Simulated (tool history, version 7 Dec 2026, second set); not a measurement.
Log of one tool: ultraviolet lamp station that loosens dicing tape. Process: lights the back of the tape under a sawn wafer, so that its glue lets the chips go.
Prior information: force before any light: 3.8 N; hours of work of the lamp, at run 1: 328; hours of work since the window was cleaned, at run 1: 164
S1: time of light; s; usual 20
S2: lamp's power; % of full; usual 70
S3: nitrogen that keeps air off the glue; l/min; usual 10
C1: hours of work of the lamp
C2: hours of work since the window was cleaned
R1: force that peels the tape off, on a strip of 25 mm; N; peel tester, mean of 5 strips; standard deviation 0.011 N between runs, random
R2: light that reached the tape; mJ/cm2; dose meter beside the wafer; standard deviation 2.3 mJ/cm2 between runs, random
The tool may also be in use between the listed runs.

run	hour	S1	S2	S3	C1	C2	R1	R2
1	0.0	20	70	10	328	164	0.566	183
2	60.0	20	70	10	373	209	0.567	183
3	142.9	20	70	10	435	270	0.613	180
4	184.2	20	70	10	465	301	0.648	174
5	234.5	26	70	10	503	339	0.410	222
6	302.7	20	70	10	554	389	0.684	173
7	357.8	20	75	10	595	430	0.618	178
8	417.0	20	75	7	639	474	0.724	177
# hour 441.2: window cleaned of glue's vapour
9	462.9	20	75	7	672	16	0.647	189
10	505.6	20	75	7	704	48	0.680	189
11	560.4	20	70	10	745	89	0.674	167
12	600.7	22	70	10	775	119	0.576	186
13	665.8	17	63	6	823	167	1.144	131
14	708.5	39	86	4	855	199	0.182	395
15	790.9	20	79	8	916	260	0.650	179
16	868.1	39	65	12	974	318	0.226	281
17	921.7	28	62	4	1014	357	0.761	190
18	981.0	39	75	3	1058	402	0.362	317
19	1063.7	30	93	10	1119	463	0.226	290
# hour 1099.0: window cleaned of glue's vapour
20	1146.6	10	70	7	1181	35	1.735	76
21	1195.1	17	95	4	1217	72	0.852	177
22	1257.3	17	95	4	1263	118	0.865	172

How the hidden state differs across the entries between the runs, from the last listed run before each to the first after it:
From run 8 to run 9: window cleaned of glue's vapour (hour 441.2)
  lamp's light, % of a new lamp's: 86.1 -> 85.4; light that the window lets through, % of a clean one's: 90.8 -> 99.5
  measured result minus the result with no hidden state, R1: +0.252 -> +0.165 N; R2: -48 -> -33 mJ/cm2
From run 19 to run 20: window cleaned of glue's vapour (hour 1099.0)
  lamp's light, % of a new lamp's: 76.3 -> 75; light that the window lets through, % of a clean one's: 92.1 -> 99.3
  measured result minus the result with no hidden state, R1: +0.114 -> +0.390 N; R2: -123 -> -27 mJ/cm2

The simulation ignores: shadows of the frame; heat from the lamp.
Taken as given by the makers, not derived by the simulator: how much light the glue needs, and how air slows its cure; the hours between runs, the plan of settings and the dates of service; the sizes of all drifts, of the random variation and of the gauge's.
